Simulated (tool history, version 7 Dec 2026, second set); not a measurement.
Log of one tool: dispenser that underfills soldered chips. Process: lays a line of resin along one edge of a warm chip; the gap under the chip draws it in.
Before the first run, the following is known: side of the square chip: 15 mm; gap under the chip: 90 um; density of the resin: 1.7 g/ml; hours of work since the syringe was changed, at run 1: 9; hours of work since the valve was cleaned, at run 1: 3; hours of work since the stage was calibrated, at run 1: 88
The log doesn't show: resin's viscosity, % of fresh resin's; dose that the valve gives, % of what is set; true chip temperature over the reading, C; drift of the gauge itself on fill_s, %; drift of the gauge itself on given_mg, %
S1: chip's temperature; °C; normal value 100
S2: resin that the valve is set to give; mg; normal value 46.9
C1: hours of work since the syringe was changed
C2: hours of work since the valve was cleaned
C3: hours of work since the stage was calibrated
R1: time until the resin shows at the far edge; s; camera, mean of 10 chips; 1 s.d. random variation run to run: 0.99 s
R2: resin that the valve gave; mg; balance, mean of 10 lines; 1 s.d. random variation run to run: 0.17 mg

run	hour	S1	S2	C1	C2	C3	R1	R2
1	0	100	46.9	9	3	88	147.2	46.6
2	2.9	100	56	11	5	91	156.4	55.79
# hour 4.2: new syringe of resin
3	6.4	100	60.8	2	7	93	101.2	60.19
4	11	99	60.8	5	11	96	125.6	59.87
5	15.7	99	60.8	8	14	100	149	59.88
# hour 20.2: new syringe of resin
6	20.2	99	60.8	0	17	103	94.2	59.88
7	25	99	60.8	3	21	106	113.8	59.49
8	31.7	99	60.8	8	26	111	143.4	59.21
# hour 36.3: new syringe of resin
9	36.3	114	46.9	0	29	114	58.7	45.69
10	42.4	114	46.9	4	33	119	72.1	45.48
11	48.9	114	59.4	9	38	124	89.4	57.05
# hour 52.4: new syringe of resin
12	56	114	59.4	3	43	129	62.8	56.61
13	62.4	114	59.4	7	48	133	79.4	56.77
14	67.4	100	44.8	11	51	137	172.3	42.42
# hour 68.2: new syringe of resin
15	70.5	100	44.8	2	53	139	104.7	42.52
16	75.2	100	44.8	5	57	142	127.6	42.16
# hour 79.3: dispensing valve cleaned and set on the balance
17	79.3	100	44.8	7	0	145	136	44.7
# hour 85.2: new syringe of resin
18	85.3	100	44.8	0	4	149	97.6	44.67
19	89.7	91	44.7	3	7	152	164.8	44.43
20	95	91	44.7	7	11	156	202.1	44.1
# hour 101.3: new syringe of resin
21	101.4	100	41.6	0	16	160	99.9	40.87
22	105.9	88	41.6	3	19	164	192.9	40.91
23	109.2	100	45.8	6	21	166	130.2	45.04
24	114.3	97	53	9	25	170	169	51.57
# hour 117.1: new syringe of resin
25	120.1	97	50.3	2	29	174	121.6	48.74
26	125.2	87	40.4	6	33	178	238.1	38.93
27	128.5	109	56.6	8	35	180	99.8	54.54
# hour 133.3: new syringe of resin
28	133.7	109	56.6	0	39	184	69.4	54.11
29	137.6	109	56.6	3	42	186	80.9	53.99
30	140.7	105	56.6	5	44	189	103.3	54.23
31	147	96	60.8	10	49	193	185.3	57.86
# hour 149: new syringe of resin
32	152.5	98	40.5	3	52	197	131.3	38.45
33	157.4	98	59.3	6	56	201	138.2	55.71
# hour 162.7: dispensing valve cleaned and set on the balance
34	163.7	96	46.9	10	1	205	192.3	46.96
# hour 166: new syringe of resin
35	167	107	41.9	1	3	207	79.5	42.11

Hidden state at the last listed run before each entry between runs and at the first one after, where it differs:
After run 2, before run 3: new syringe of resin (hour 4.2)
  resin's viscosity, % of fresh resin's: 168.7 -> 110.2; dose that the valve gives, % of what is set: 99.51 -> 99.28
  measured value less the no-hidden-state value, R1: +65.7 -> +11.3 s; R2: -0.28 -> -0.43 mg
After run 5, before run 6: new syringe of resin (hour 20.2)
  resin's viscosity, % of fresh resin's: 155 -> 97.8; dose that the valve gives, % of what is set: 98.64 -> 98.35; true chip temperature over the reading, C: -0.56 -> -0.57
  measured value less the no-hidden-state value, R1: +55.1 -> +0.1 s; R2: -0.82 -> -1.01 mg
After run 8, before run 9: new syringe of resin (hour 36.3)
  resin's viscosity, % of fresh resin's: 148.7 -> 100.7; dose that the valve gives, % of what is set: 97.58 -> 97.26; true chip temperature over the reading, C: -0.6 -> -0.61
  measured value less the no-hidden-state value, R1: +49.3 -> +2 s; R2: -1.48 -> -1.29 mg
After run 11, before run 12: new syringe of resin (hour 52.4)
  resin's viscosity, % of fresh resin's: 159.9 -> 113.7; dose that the valve gives, % of what is set: 96.34 -> 95.85; true chip temperature over the reading, C: -0.63 -> -0.65
  measured value less the no-hidden-state value, R1: +34.9 -> +9 s; R2: -2.16 -> -2.45 mg
After run 14, before run 15: new syringe of resin (hour 68.2)
  resin's viscosity, % of fresh resin's: 173 -> 105.5; dose that the valve gives, % of what is set: 95.05 -> 94.85; true chip temperature over the reading, C: -0.67 -> -0.68
  measured value less the no-hidden-state value, R1: +76.8 -> +9.7 s; R2: -2.21 -> -2.31 mg
After run 16, before run 17: dispensing valve cleaned and set on the balance (hour 79.3)
  resin's viscosity, % of fresh resin's: 125.7 -> 140.8; dose that the valve gives, % of what is set: 94.54 -> 100; true chip temperature over the reading, C: -0.69 -> -0.7
  measured value less the no-hidden-state value, R1: +30.5 -> +42.2 s; R2: -2.44 -> +0 mg
After run 17, before run 18: new syringe of resin (hour 85.2)
  resin's viscosity, % of fresh resin's: 140.8 -> 99.2; dose that the valve gives, % of what is set: 100 -> 99.59; true chip temperature over the reading, C: -0.7 -> -0.71
  measured value less the no-hidden-state value, R1: +42.2 -> +2 s; R2: +0 -> -0.18 mg
After run 20, before run 21: new syringe of resin (hour 101.3)
  resin's viscosity, % of fresh resin's: 141.7 -> 99.1; dose that the valve gives, % of what is set: 98.83 -> 98.38; true chip temperature over the reading, C: -0.73 -> -0.74
  measured value less the no-hidden-state value, R1: +64.2 -> +2.6 s; R2: -0.52 -> -0.67 mg
After run 24, before run 25: new syringe of resin (hour 117.1)
  resin's viscosity, % of fresh resin's: 159.1 -> 110.8; dose that the valve gives, % of what is set: 97.42 -> 97.02; true chip temperature over the reading, C: -0.77 -> -0.79
  measured value less the no-hidden-state value, R1: +66.5 -> +15.9 s; R2: -1.36 -> -1.5 mg
After run 27, before run 28: new syringe of resin (hour 133.3)
  resin's viscosity, % of fresh resin's: 150.6 -> 103; dose that the valve gives, % of what is set: 96.4 -> 96.03; true chip temperature over the reading, C: -0.8 -> -0.81
  measured value less the no-hidden-state value, R1: +35.7 -> +4.3 s; R2: -2.04 -> -2.24 mg
After run 31, before run 32: new syringe of resin (hour 149)
  resin's viscosity, % of fresh resin's: 168 -> 114.8; dose that the valve gives, % of what is set: 95.11 -> 94.75; true chip temperature over the reading, C: -0.84 -> -0.86
  measured value less the no-hidden-state value, R1: +79.1 -> +23.4 s; R2: -2.97 -> -2.13 mg
After run 33, before run 34: dispensing valve cleaned and set on the balance (hour 162.7)
  resin's viscosity, % of fresh resin's: 137.6 -> 167.2; dose that the valve gives, % of what is set: 94.4 -> 100.08; true chip temperature over the reading, C: -0.87 -> -0.88
  measured value less the no-hidden-state value, R1: +41.6 -> +81.3 s; R2: -3.3 -> +0.04 mg
After run 34, before run 35: new syringe of resin (hour 166)
  resin's viscosity, % of fresh resin's: 167.2 -> 103.9; dose that the valve gives, % of what is set: 100.08 -> 99.89
  measured value less the no-hidden-state value, R1: +81.3 -> +5.6 s; R2: +0.04 -> -0.04 mg
